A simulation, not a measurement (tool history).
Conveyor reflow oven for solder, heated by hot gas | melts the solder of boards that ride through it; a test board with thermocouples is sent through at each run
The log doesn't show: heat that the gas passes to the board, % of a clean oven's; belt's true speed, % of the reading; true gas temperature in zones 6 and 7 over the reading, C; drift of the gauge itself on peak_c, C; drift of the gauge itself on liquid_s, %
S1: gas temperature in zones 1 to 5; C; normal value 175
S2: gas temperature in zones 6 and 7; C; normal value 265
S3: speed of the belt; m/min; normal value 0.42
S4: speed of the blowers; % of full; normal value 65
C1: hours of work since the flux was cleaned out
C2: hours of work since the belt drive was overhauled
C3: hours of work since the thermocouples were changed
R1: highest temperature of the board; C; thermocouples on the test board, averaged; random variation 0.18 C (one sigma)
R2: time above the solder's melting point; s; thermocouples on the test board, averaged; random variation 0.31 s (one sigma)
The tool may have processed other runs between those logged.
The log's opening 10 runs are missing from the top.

| run | hour | S1 | S2 | S3 | S4 | C1 | C2 | C3 | R1 | R2 |
|---|---|---|---|---|---|---|---|---|---|---|
| 11 | 85 | 175 | 265 | 0.42 | 65 | 118 | 185 | 451 | 249.1 | 82.2 |
| 12 | 93.2 | 175 | 265 | 0.42 | 65 | 123 | 189 | 455 | 249.3 | 82.2 |
| 13 | 98.3 | 170 | 265 | 0.42 | 65 | 125 | 192 | 458 | 248.4 | 79.1 |
| 14 | 104 | 175 | 265 | 0.396 | 65 | 128 | 195 | 461 | 251 | 90.3 |
| 15 | 114.6 | 175 | 265 | 0.42 | 65 | 133 | 200 | 466 | 249.3 | 82.6 |
| 16 | 123.7 | 176 | 260 | 0.405 | 59 | 138 | 204 | 471 | 244.7 | 80.3 |
| 17 | 135.7 | 183 | 265 | 0.42 | 50 | 144 | 210 | 477 | 247.1 | 82.5 |
| 18 | 147.2 | 183 | 265 | 0.42 | 50 | 150 | 216 | 482 | 247 | 82.7 |
|  | 157.5 | flux residue cleaned out of gas plates and filters |
| 19 | 163.8 | 170 | 265 | 0.42 | 68 | 3 | 222 | 488 | 248.9 | 80.4 |
| 20 | 174.3 | 175 | 265 | 0.42 | 76 | 8 | 227 | 494 | 251.4 | 85.9 |
| 21 | 184.6 | 175 | 266 | 0.42 | 68 | 14 | 233 | 499 | 250.9 | 84.7 |
| 22 | 196.4 | 166 | 275 | 0.394 | 65 | 20 | 238 | 505 | 258.5 | 93.4 |
| 23 | 208 | 166 | 275 | 0.394 | 65 | 25 | 244 | 510 | 258.2 | 93.7 |
| 24 | 218.3 | 166 | 275 | 0.394 | 65 | 31 | 249 | 516 | 258.5 | 93.3 |
| 25 | 227.5 | 166 | 275 | 0.394 | 65 | 35 | 254 | 520 | 258.3 | 93.6 |
| 26 | 237.1 | 183 | 258 | 0.42 | 65 | 40 | 259 | 525 | 244.8 | 82.5 |
| 27 | 247.5 | 165 | 265 | 0.42 | 65 | 45 | 264 | 530 | 247.4 | 74.9 |
| 28 | 258.9 | 183 | 265 | 0.451 | 65 | 51 | 270 | 536 | 248.6 | 79.9 |
| 29 | 265.9 | 183 | 265 | 0.451 | 65 | 54 | 273 | 540 | 248.3 | 79.8 |
| 30 | 270.9 | 171 | 265 | 0.42 | 89 | 57 | 276 | 542 | 253 | 86 |

Branching from run 30: 5 alternative next runs. What would each branch give?
| A | 278.5 | 171 | 255 | 0.353 | 50 | 61 | 280 | 546 | ? | ? |
| B | 278.5 | 184 | 272 | 0.42 | 68 | 61 | 280 | 546 | ? | ? |
| C | 278.5 | 175 | 275 | 0.433 | 64 | 61 | 280 | 546 | ? | ? |
| D | 278.5 | 168 | 265 | 0.458 | 77 | 61 | 280 | 546 | ? | ? |
| E | 278.5 | 166 | 258 | 0.358 | 65 | 61 | 280 | 546 | ? | ? |

| run | R1 | R2 |
|---|---|---|
| A | 241.2 | 84.9 |
| B | 257.3 | 96.5 |
| C | 256.3 | 87.4 |
| D | 248 | 70.6 |
| E | 246.4 | 89.7 |
With the hidden condition removed and each run's random variation left untouched, the same runs would have given:
| run | R1 | R2 |
|---|---|---|
| A | 241.2 | 84.9 |
| B | 257.2 | 96.4 |
| C | 256.2 | 87.4 |
| D | 248 | 70.6 |
| E | 246.3 | 89.6 |
